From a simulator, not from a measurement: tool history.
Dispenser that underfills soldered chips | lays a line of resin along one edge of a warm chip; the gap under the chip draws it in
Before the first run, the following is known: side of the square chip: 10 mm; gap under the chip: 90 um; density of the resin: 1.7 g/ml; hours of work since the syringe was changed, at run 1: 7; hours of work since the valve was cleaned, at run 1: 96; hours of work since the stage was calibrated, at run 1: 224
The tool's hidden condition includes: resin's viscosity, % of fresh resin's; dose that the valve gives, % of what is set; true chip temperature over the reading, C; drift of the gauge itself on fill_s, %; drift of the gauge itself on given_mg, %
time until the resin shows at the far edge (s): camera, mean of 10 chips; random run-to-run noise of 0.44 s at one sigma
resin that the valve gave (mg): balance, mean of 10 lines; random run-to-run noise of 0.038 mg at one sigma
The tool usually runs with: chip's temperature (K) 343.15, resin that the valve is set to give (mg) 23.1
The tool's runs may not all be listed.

run   hour  chip's temperature (K)  resin that the valve is set to give (mg)  hours of work since the syringe was changed  hours of work since the valve was cleaned  hours of work since the stage was calibrated  time until the resin shows at the far edge (s)  resin that the valve gave (mg)
  1    0.0                  343.15                                      23.1                                            7                                         96                                           224                                            60.0                           22.34
       2.3  -- new syringe of resin
  2   10.6                  349.15                                      23.1                                            5                                        102                                           230                                            39.0                           22.32
      16.5  -- new syringe of resin
      19.0  -- dispensing valve cleaned and set on the balance
  3   19.1                  349.15                                      23.1                                            1                                          0                                           235                                            27.6                           23.11
      31.2  -- new syringe of resin
  4   31.2                  349.15                                      23.1                                            0                                          7                                           242                                            23.6                           23.00
  5   42.8                  344.15                                      23.1                                            7                                         14                                           249                                            55.0                           22.95
      45.0  -- new syringe of resin
  6   50.0                  344.15                                      23.1                                            3                                         18                                           253                                            39.2                           22.91
      58.6  -- new syringe of resin
  7   62.5                  343.15                                      26.5                                            2                                         26                                           260                                            37.5                           26.23
  8   69.8                  343.15                                      26.5                                            7                                         30                                           265                                            54.9                           26.21
      73.3  -- new syringe of resin
  9   82.2                  343.15                                      29.9                                            5                                         38                                           272                                            49.5                           29.51
      87.4  -- new syringe of resin
 10   93.7                  343.15                                      29.9                                            4                                         45                                           279                                            42.8                           29.47
 11  100.4                  343.15                                      22.2                                            8                                         49                                           283                                            63.6                           21.78
     101.5  -- new syringe of resin
 12  110.0                  343.15                                      22.2                                            5                                         54                                           289                                            49.7                           21.75
     115.2  -- new syringe of resin
 13  117.6                  343.15                                      22.2                                            1                                         59                                           293                                            36.5                           21.78
     129.3  -- new syringe of resin
     130.3  -- stage's temperature calibrated
 14  130.3                  343.15                                      22.2                                            0                                         66                                             0                                            33.6                           21.71
 15  136.7                  343.15                                      22.2                                            4                                         70                                             4                                            47.7                           21.62
     144.5  -- new syringe of resin
 16  150.9                  343.15                                      22.2                                            4                                         78                                            12                                            45.7                           21.62
     158.6  -- new syringe of resin
 17  162.4                  343.15                                      22.2                                            2                                         85                                            19                                            41.2                           21.57
     173.2  -- new syringe of resin
 18  174.3                  343.15                                      23.1                                            1                                         92                                            26                                            35.4                           22.36
 19  181.7                  338.15                                      29.8                                            5                                         96                                            31                                            63.8                           28.82
     187.0  -- new syringe of resin
 20  189.4                  343.15                                      19.9                                            1                                        101                                            35                                            38.8                           19.22
     200.1  -- dispensing valve cleaned and set on the balance
     201.5  -- new syringe of resin
 21  204.1                  343.15                                      19.9                                            2                                          2                                            43                                            39.4                           19.90

Run 22 comes next. What will it give?
 22  212.2                  343.15                                      19.9                                            6                                          7                                            48                                               ?                               ?

{"run 22": {"time until the resin shows at the far edge (s)": 61.6, "resin that the valve gave (mg)": 19.89}}
Had the tool carried no hidden state, the very same run would have given time until the resin shows at the far edge (s) 33.4, resin that the valve gave (mg) 19.93.
